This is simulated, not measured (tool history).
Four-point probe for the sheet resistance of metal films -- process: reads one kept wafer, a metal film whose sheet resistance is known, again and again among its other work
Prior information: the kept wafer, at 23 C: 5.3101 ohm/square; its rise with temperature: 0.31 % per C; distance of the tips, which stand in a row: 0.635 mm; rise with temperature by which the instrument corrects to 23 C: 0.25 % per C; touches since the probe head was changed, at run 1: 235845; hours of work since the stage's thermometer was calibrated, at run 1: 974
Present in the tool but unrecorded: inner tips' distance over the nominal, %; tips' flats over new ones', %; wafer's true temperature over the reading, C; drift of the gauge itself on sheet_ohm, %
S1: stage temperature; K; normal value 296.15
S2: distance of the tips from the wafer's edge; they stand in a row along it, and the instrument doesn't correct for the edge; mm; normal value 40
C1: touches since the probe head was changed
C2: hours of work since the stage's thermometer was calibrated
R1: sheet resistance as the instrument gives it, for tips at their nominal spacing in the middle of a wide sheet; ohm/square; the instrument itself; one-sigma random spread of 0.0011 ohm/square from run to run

run    hour      S1  S2      C1    C2        R1
  1     0.0  296.15  40  235845   974  5.312622
       30.8  -- new probe head fitted
  2    43.7  296.15  40     767  1004  5.312126
  3   101.3  296.15  40    4177  1043  5.311838
  4   143.8  296.15  40    6690  1073  5.309557
  5   209.7  296.15  13   10589  1118  5.318280
  6   290.4  296.15  13   15368  1174  5.317254
  7   359.0  300.15  40   19427  1221  5.322354
  8   442.5  300.15  47   24368  1279  5.323985
  9   501.9  300.15  47   27887  1320  5.321766
 10   596.4  300.15  47   33477  1385  5.324612
 11   681.2  297.15  47   38496  1443  5.312755
 12   723.9  296.15  12   41029  1473  5.318039
      738.4  -- stage's thermometer calibrated
 13   791.8  296.15  12   45017    37  5.318186
 14   890.6  296.15  12   50865   105  5.316888
 15   934.7  296.15  12   53471   135  5.317800
 16   995.2  296.15  12   57054   177  5.316008
 17  1061.1  296.15  12   60953   223  5.318278
 18  1117.7  296.15  12   64306   262  5.318156
 19  1181.1  296.15  40   68058   305  5.310972
 20  1249.3  296.15  40   72095   352  5.312913
 21  1324.8  296.15  40   76563   405  5.312039
 22  1389.9  296.15  40   80416   449  5.312009
 23  1490.2  299.15  44   86354   519  5.319600
 24  1568.1  299.15  40   90963   572  5.319689
 25  1640.3  295.15  65   95240   622  5.306331
 26  1734.5  295.15  65  100811   687  5.306690
 27  1839.5  294.15  47  107027   760  5.303934
 28  1907.4  294.15  47  111044   806  5.304188
 29  1999.2  294.15  47  116481   870  5.303793
 30  2071.5  303.15  56  120759   920  5.330563
 31  2127.4  303.15  56  124066   958  5.330130
 32  2219.2  292.15  29  129504  1022  5.298960
 33  2295.0  306.15  13  133991  1074  5.346279
 34  2367.2  301.15  31  138260  1124  5.325803
 35  2430.6  301.15  31  142011  1167  5.326534
 36  2527.4  301.15  31  147746  1234  5.324843
 37  2573.6  308.15  13  150477  1266  5.351442
 38  2653.3  292.15  28  155198  1321  5.299297
 39  2717.0  291.15  28  158968  1365  5.296220
 40  2792.5  295.15   6  163437  1417  5.341201
 41  2873.2  307.15   8  168211  1473  5.359027
     2889.1  -- stage's thermometer calibrated
 42  2953.2  302.15  40  172916    44  5.326826
 43  3048.6  301.15  43  178565   110  5.324250
 44  3141.4  299.15  46  184054   174  5.320375

Forecast each of these 3 alternatives for the next run:
  A  3191.8  301.15  40  187039  209   ?
  B  3191.8  297.15  65  187039  209   ?
  C  3191.8  299.15   6  187039  209   ?

run        R1
  A  5.325187
  B  5.313303
  C  5.348469
Had the tool no hidden state, the same runs would have come out as:
run        R1
  A  5.325188
  B  5.313303
  C  5.348470
